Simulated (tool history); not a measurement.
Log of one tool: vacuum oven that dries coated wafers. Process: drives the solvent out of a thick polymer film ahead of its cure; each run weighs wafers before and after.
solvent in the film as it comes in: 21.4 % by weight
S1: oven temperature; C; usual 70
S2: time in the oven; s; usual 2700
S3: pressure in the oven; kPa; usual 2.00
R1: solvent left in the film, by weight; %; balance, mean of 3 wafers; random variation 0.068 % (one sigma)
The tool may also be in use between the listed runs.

run,day,S1,S2,S3,R1
1,0.000,70,2700,2.00,5.17
2,1.729,70,2700,2.00,5.26
3,3.517,70,2700,1.26,5.13
4,5.671,70,2700,1.26,4.91
5,7.025,70,2700,2.00,5.27
6,8.892,70,2700,2.00,5.41

Forecast run 7:
7,10.454,84,2700,3.15,?

R1: 1.33 %
Without the tool's hidden state the same run would have given R1 1.07 %.
